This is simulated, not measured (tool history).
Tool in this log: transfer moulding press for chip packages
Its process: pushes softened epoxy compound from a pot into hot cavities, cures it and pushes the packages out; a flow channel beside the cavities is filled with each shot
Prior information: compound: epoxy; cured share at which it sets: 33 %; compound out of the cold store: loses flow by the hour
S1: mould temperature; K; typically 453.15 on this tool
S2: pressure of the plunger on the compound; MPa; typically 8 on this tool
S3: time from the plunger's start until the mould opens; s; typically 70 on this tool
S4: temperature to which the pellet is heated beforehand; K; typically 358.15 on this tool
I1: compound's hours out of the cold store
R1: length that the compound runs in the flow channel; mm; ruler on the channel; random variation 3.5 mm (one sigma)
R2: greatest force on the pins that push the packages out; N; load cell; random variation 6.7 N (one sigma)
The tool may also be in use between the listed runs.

{"run": 1, "day": 0.0, "S1": 453.15, "S2": 8, "S3": 70, "S4": 358.15, "I1": 9.7, "R1": 952, "R2": 423}
{"day": 1.633, "done": "cavities cleaned with cleaning compound and waxed"}
{"run": 2, "day": 1.633, "S1": 453.15, "S2": 8, "S3": 70, "S4": 358.15, "I1": 17.3, "R1": 920, "R2": 594}
{"day": 2.075, "done": "plunger's sealing rings changed"}
{"run": 3, "day": 4.321, "S1": 453.15, "S2": 8, "S3": 70, "S4": 358.15, "I1": 27.1, "R1": 904, "R2": 555}
{"day": 4.842, "done": "cavities cleaned with cleaning compound and waxed"}
{"day": 7.833, "done": "cavities cleaned with cleaning compound and waxed"}
{"run": 4, "day": 7.842, "S1": 453.15, "S2": 8, "S3": 70, "S4": 358.15, "I1": 13.9, "R1": 941, "R2": 293}
{"day": 9.154, "done": "cavities cleaned with cleaning compound and waxed, once more"}
{"run": 5, "day": 10.775, "S1": 453.15, "S2": 8, "S3": 70, "S4": 358.15, "I1": 28.6, "R1": 881, "R2": 408}
{"day": 11.917, "done": "mould's thermocouples calibrated"}
{"day": 12.271, "done": "cavities cleaned with cleaning compound and waxed"}
{"day": 12.854, "done": "plunger's sealing rings changed"}
{"run": 6, "day": 13.292, "S1": 453.15, "S2": 8, "S3": 70, "S4": 358.15, "I1": 28.3, "R1": 899, "R2": 375}
{"day": 15.396, "done": "cavities cleaned with cleaning compound and waxed"}
{"run": 7, "day": 16.658, "S1": 453.15, "S2": 8, "S3": 70, "S4": 358.15, "I1": 39.3, "R1": 848, "R2": 381}
{"day": 18.288, "done": "cavities cleaned with cleaning compound and waxed"}
{"run": 8, "day": 18.288, "S1": 454.15, "S2": 8, "S3": 70, "S4": 358.15, "I1": 13.2, "R1": 951, "R2": 265}
{"run": 9, "day": 20.675, "S1": 453.15, "S2": 8, "S3": 70, "S4": 358.15, "I1": 22.1, "R1": 903, "R2": 469}
{"day": 21.162, "done": "cavities cleaned with cleaning compound and waxed"}
{"day": 23.471, "done": "plunger's sealing rings changed"}
{"run": 10, "day": 23.996, "S1": 455.15, "S2": 8, "S3": 70, "S4": 358.15, "I1": 9.9, "R1": 961, "R2": 456}
{"day": 24.233, "done": "cavities cleaned with cleaning compound and waxed"}
{"run": 11, "day": 26.733, "S1": 455.15, "S2": 7.5, "S3": 75, "S4": 349.15, "I1": 8.8, "R1": 940, "R2": 410}
{"day": 27.1, "done": "cavities cleaned with cleaning compound and waxed"}
{"day": 30.125, "done": "cavities cleaned with cleaning compound and waxed"}
{"run": 12, "day": 30.175, "S1": 455.15, "S2": 7.5, "S3": 75, "S4": 349.15, "I1": 22.7, "R1": 873, "R2": 249}
{"run": 13, "day": 32.1, "S1": 455.15, "S2": 7.5, "S3": 75, "S4": 349.15, "I1": 17, "R1": 889, "R2": 365}
{"day": 33.104, "done": "cavities cleaned with cleaning compound and waxed"}
{"day": 34.125, "done": "plunger's sealing rings changed"}
{"run": 14, "day": 35.608, "S1": 455.15, "S2": 7.5, "S3": 75, "S4": 349.15, "I1": 12.6, "R1": 927, "R2": 425}
{"day": 36.104, "done": "cavities cleaned with cleaning compound and waxed"}
{"day": 38.958, "done": "cavities cleaned with cleaning compound and waxed"}
{"run": 15, "day": 38.958, "S1": 455.15, "S2": 7.5, "S3": 75, "S4": 349.15, "I1": 26.1, "R1": 872, "R2": 239}
{"run": 16, "day": 41.067, "S1": 455.15, "S2": 6.07, "S3": 75, "S4": 357.15, "I1": 44.3, "R1": 718, "R2": 388}
{"day": 41.975, "done": "cavities cleaned with cleaning compound and waxed"}
{"run": 17, "day": 43.125, "S1": 453.15, "S2": 7.62, "S3": 102, "S4": 358.15, "I1": 37.2, "R1": 830, "R2": 300}
{"day": 44.696, "done": "plunger's sealing rings changed"}
{"day": 44.967, "done": "cavities cleaned with cleaning compound and waxed"}
{"run": 18, "day": 45.425, "S1": 460.15, "S2": 8, "S3": 98, "S4": 358.15, "I1": 42.2, "R1": 826, "R2": 267}
{"day": 47.429, "done": "mould's thermocouples calibrated"}
{"day": 47.967, "done": "cavities cleaned with cleaning compound and waxed"}
{"run": 19, "day": 47.975, "S1": 460.15, "S2": 8, "S3": 56, "S4": 366.15, "I1": 39.7, "R1": 830, "R2": 259}
{"run": 20, "day": 49.721, "S1": 453.15, "S2": 8, "S3": 70, "S4": 367.15, "I1": 8.9, "R1": 964, "R2": 434}

4 ways to go on from here, each from the tool as it stands after run 20. What would each give?
{"day": 51.042, "done": "cavities cleaned with cleaning compound and waxed"}
{"run": "A", "day": 53.242, "S1": 453.15, "S2": 8, "S3": 70, "S4": 355.15, "I1": 17.2, "R1": "?", "R2": "?"}
{"day": 51.042, "done": "cavities cleaned with cleaning compound and waxed"}
{"run": "B", "day": 53.242, "S1": 449.15, "S2": 7.76, "S3": 70, "S4": 367.15, "I1": 42.9, "R1": "?", "R2": "?"}
{"day": 51.042, "done": "cavities cleaned with cleaning compound and waxed"}
{"run": "C", "day": 53.242, "S1": 453.15, "S2": 8.15, "S3": 85, "S4": 358.15, "I1": 12.3, "R1": "?", "R2": "?"}
{"day": 51.042, "done": "cavities cleaned with cleaning compound and waxed"}
{"run": "D", "day": 53.242, "S1": 449.15, "S2": 8, "S3": 70, "S4": 349.15, "I1": 28.7, "R1": "?", "R2": "?"}

run=A R1=928 R2=446
run=B R1=829 R2=504
run=C R1=952 R2=363
run=D R1=897 R2=564
Without the tool's unlogged condition, the same runs would have read:
run=A R1=945 R2=267
run=B R1=845 R2=301
run=C R1=971 R2=218
run=D R1=914 R2=338
